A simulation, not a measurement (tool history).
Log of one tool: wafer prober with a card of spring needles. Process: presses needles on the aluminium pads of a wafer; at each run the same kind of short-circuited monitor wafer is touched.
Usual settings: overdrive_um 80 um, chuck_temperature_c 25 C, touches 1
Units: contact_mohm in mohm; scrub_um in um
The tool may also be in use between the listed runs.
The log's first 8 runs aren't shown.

run,hour,overdrive_um,chuck_temperature_c,touches,touches since the tips were cleaned,cleanings since the card got new needles,touches since the first contact's height was set,contact_mohm,scrub_um
# hour 157.5: tips cleaned on abrasive film, once more
# hour 170.9: tips cleaned on abrasive film
9,173.7,80,25,1,1362,24,157597,313,11.30
# hour 184.0: tips cleaned on abrasive film
10,191.6,80,25,1,3717,25,166320,364,11.23
# hour 196.9: tips cleaned on abrasive film
# hour 209.6: tips cleaned on abrasive film
11,220.1,80,25,1,5164,27,180242,386,11.31
# hour 222.9: tips cleaned on abrasive film
# hour 235.7: tips cleaned on abrasive film
12,238.6,80,25,1,1414,29,189220,320,11.28
# hour 245.8: height of the first contact set anew
# hour 250.3: tips cleaned on abrasive film
13,254.1,80,36,1,1819,30,3989,322,11.50
# hour 263.2: tips cleaned on abrasive film
# hour 278.4: tips cleaned on abrasive film
14,284.1,80,36,1,2810,32,18637,350,11.46
# hour 292.3: tips cleaned on abrasive film
# hour 307.0: tips cleaned on abrasive film
15,313.1,80,36,1,3014,34,32782,369,11.43
# hour 321.3: tips cleaned on abrasive film
# hour 335.8: tips cleaned on abrasive film
16,340.6,80,39,1,2364,36,46190,340,11.45
# hour 349.0: tips cleaned on abrasive film
# hour 361.8: tips cleaned on abrasive film
17,367.0,85,101,2,2561,38,59037,319,12.15
# hour 375.1: tips cleaned on abrasive film
18,382.9,67,57,3,3820,39,66775,326,9.56
# hour 389.4: tips cleaned on abrasive film
# hour 403.4: tips cleaned on abrasive film
19,405.2,93,94,1,892,41,77634,311,13.21
# hour 416.5: tips cleaned on abrasive film
# hour 430.5: tips cleaned on abrasive film
20,433.0,93,94,1,1230,43,91174,319,13.22
# hour 444.1: tips cleaned on abrasive film
# hour 457.4: tips cleaned on abrasive film
21,459.3,80,47,1,938,45,103978,311,11.34
# hour 472.7: tips cleaned on abrasive film
22,477.4,64,25,1,2320,46,112828,387,9.09
# hour 488.1: tips cleaned on abrasive film
23,497.2,74,46,2,4455,47,122506,350,10.53
# hour 501.9: tips cleaned on abrasive film
# hour 517.0: tips cleaned on abrasive film
24,521.9,80,25,3,2415,49,134535,296,11.35
# hour 531.9: tips cleaned on abrasive film
25,535.3,61,114,2,1651,50,141027,341,8.59
# hour 545.9: tips cleaned on abrasive film
26,549.4,80,25,1,1745,51,147943,328,11.31
# hour 560.2: tips cleaned on abrasive film
# hour 573.3: tips cleaned on abrasive film
27,573.5,80,25,1,58,53,159635,277,11.32
# hour 587.7: tips cleaned on abrasive film
# hour 601.5: tips cleaned on abrasive film
28,603.5,77,25,1,989,55,174289,312,10.85
# hour 614.9: tips cleaned on abrasive film
# hour 628.8: tips cleaned on abrasive film
29,631.8,95,25,1,1440,57,188056,308,13.40
# hour 641.5: height of the first contact set anew
# hour 644.2: tips cleaned on abrasive film
# hour 658.2: tips cleaned on abrasive film
30,662.6,95,25,1,2137,59,10272,315,13.62

5 ways to go on from here, each from the tool as it stands after run 30. What would each give?
# hour 671.3: tips cleaned on abrasive film
A,680.6,70,103,1,4555,60,19051,?,?
# hour 671.3: tips cleaned on abrasive film
B,680.6,80,110,3,4555,60,19051,?,?
# hour 671.3: tips cleaned on abrasive film
C,680.6,80,45,3,4555,60,19051,?,?
# hour 671.3: tips cleaned on abrasive film
D,680.6,95,25,2,4555,60,19051,?,?
# hour 671.3: tips cleaned on abrasive film
E,680.6,96,26,2,4555,60,19051,?,?

run,contact_mohm,scrub_um
A,428,9.98
B,328,11.45
C,313,11.43
D,317,13.57
E,311,13.76
Without the tool's hidden state the same runs would have given:
run,contact_mohm,scrub_um
A,292,10.00
B,289,11.47
C,270,11.45
D,264,13.59
E,260,13.78
